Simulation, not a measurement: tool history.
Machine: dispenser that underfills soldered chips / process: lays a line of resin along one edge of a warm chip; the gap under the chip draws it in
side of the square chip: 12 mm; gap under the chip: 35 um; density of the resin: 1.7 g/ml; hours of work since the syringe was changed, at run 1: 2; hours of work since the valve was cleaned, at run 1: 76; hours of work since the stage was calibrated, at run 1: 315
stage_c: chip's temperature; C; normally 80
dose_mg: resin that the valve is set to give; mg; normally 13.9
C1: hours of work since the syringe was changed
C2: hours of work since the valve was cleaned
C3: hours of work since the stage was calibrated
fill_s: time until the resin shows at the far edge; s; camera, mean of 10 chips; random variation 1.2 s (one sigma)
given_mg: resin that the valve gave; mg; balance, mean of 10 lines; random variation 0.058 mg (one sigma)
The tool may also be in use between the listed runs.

run 1 day=0 | stage_c=80 dose_mg=13.9 | C1=2 C2=76 C3=315 | fill_s=117.3 given_mg=13.37
-- day=0.288 new syringe of resin
run 2 day=0.625 | stage_c=80 dose_mg=13.9 | C1=6 C2=87 C3=326 | fill_s=134 given_mg=13.23
-- day=0.725 new syringe of resin
run 3 day=1.046 | stage_c=80 dose_mg=13.9 | C1=5 C2=94 C3=332 | fill_s=131.1 given_mg=13.29
-- day=1.175 new syringe of resin
run 4 day=1.388 | stage_c=80 dose_mg=13.9 | C1=4 C2=99 C3=338 | fill_s=122.5 given_mg=13.22
-- day=1.629 new syringe of resin
run 5 day=1.975 | stage_c=80 dose_mg=13.9 | C1=6 C2=109 C3=348 | fill_s=134.1 given_mg=13.14
-- day=2.079 new syringe of resin
run 6 day=2.446 | stage_c=93 dose_mg=13.9 | C1=6 C2=117 C3=356 | fill_s=88.9 given_mg=12.99
-- day=2.538 new syringe of resin
run 7 day=2.808 | stage_c=93 dose_mg=13.9 | C1=5 C2=123 C3=361 | fill_s=83.5 given_mg=13.02
-- day=2.967 new syringe of resin
run 8 day=3.308 | stage_c=93 dose_mg=13.9 | C1=6 C2=131 C3=370 | fill_s=85.9 given_mg=12.92
-- day=3.4 new syringe of resin
-- day=3.604 dispensing valve cleaned and set on the balance
run 9 day=3.704 | stage_c=93 dose_mg=13.9 | C1=4 C2=2 C3=375 | fill_s=81.3 given_mg=13.89
-- day=3.875 new syringe of resin
run 10 day=4.042 | stage_c=93 dose_mg=13.9 | C1=3 C2=7 C3=381 | fill_s=76.3 given_mg=13.85
-- day=4.317 new syringe of resin
run 11 day=4.45 | stage_c=93 dose_mg=13.9 | C1=2 C2=14 C3=388 | fill_s=73.9 given_mg=13.79
-- day=4.754 new syringe of resin
run 12 day=5.067 | stage_c=83 dose_mg=13.9 | C1=5 C2=24 C3=398 | fill_s=117.2 given_mg=13.7
-- day=5.179 new syringe of resin
-- day=5.604 new syringe of resin
run 13 day=5.696 | stage_c=79 dose_mg=12.6 | C1=2 C2=34 C3=408 | fill_s=117.3 given_mg=12.42
-- day=6.038 new syringe of resin
run 14 day=6.246 | stage_c=66 dose_mg=16.1 | C1=4 C2=43 C3=417 | fill_s=193.4 given_mg=15.7
-- day=6.504 new syringe of resin
run 15 day=6.571 | stage_c=66 dose_mg=16.1 | C1=1 C2=49 C3=422 | fill_s=178.3 given_mg=15.73
run 16 day=6.871 | stage_c=82 dose_mg=16.5 | C1=6 C2=54 C3=428 | fill_s=119.9 given_mg=15.95
-- day=6.938 new syringe of resin
-- day=7.371 new syringe of resin
run 17 day=7.404 | stage_c=85 dose_mg=14.4 | C1=1 C2=62 C3=436 | fill_s=91.3 given_mg=13.9
-- day=7.488 stage's temperature calibrated
run 18 day=7.817 | stage_c=85 dose_mg=14.4 | C1=7 C2=69 C3=6 | fill_s=124.9 given_mg=13.86
-- day=7.867 new syringe of resin
-- day=8.321 new syringe of resin
run 19 day=8.338 | stage_c=85 dose_mg=14.4 | C1=0 C2=77 C3=14 | fill_s=100.5 given_mg=13.72
-- day=8.771 new syringe of resin
run 20 day=8.817 | stage_c=73 dose_mg=16.6 | C1=1 C2=85 C3=22 | fill_s=150.9 given_mg=15.84
-- day=9.192 new syringe of resin
run 21 day=9.192 | stage_c=91 dose_mg=13.9 | C1=0 C2=91 C3=28 | fill_s=80.5 given_mg=13.24
run 22 day=9.533 | stage_c=91 dose_mg=13.9 | C1=6 C2=97 C3=34 | fill_s=99 given_mg=13.23
-- day=9.629 new syringe of resin
run 23 day=9.892 | stage_c=91 dose_mg=13.9 | C1=4 C2=103 C3=40 | fill_s=93.7 given_mg=13.1
-- day=10.088 new syringe of resin
-- day=10.525 new syringe of resin
run 24 day=10.538 | stage_c=74 dose_mg=16.2 | C1=0 C2=113 C3=50 | fill_s=141.1 given_mg=15.23

Run by run, hidden condition taken away, random variation retained:
What the log doesn't record here: resin's viscosity, % of fresh resin's; dose that the valve gives, % of what is set; true chip temperature over the reading, C; drift of the gauge itself on fill_s, %; drift of the gauge itself on given_mg, %.
run=1 fill_s=114.1 given_mg=13.94
run=2 fill_s=117.3 given_mg=13.87
run=3 fill_s=115.5 given_mg=13.99
run=4 fill_s=114.9 given_mg=13.95
run=5 fill_s=116.9 given_mg=13.95
run=6 fill_s=76.1 given_mg=13.85
run=7 fill_s=75.3 given_mg=13.93
run=8 fill_s=74.8 given_mg=13.89
run=9 fill_s=74.5 given_mg=13.91
run=10 fill_s=75.5 given_mg=13.91
run=11 fill_s=74 given_mg=13.9
run=12 fill_s=103.9 given_mg=13.88
run=13 fill_s=122.4 given_mg=12.66
run=14 fill_s=190.7 given_mg=16.09
run=15 fill_s=190.8 given_mg=16.15
run=16 fill_s=106.4 given_mg=16.43
run=17 fill_s=97.8 given_mg=14.38
run=18 fill_s=97.4 given_mg=14.39
run=19 fill_s=98.1 given_mg=14.31
run=20 fill_s=146.9 given_mg=16.59
run=21 fill_s=79.5 given_mg=13.91
run=22 fill_s=79.8 given_mg=13.95
run=23 fill_s=80.1 given_mg=13.86
run=24 fill_s=142 given_mg=16.2
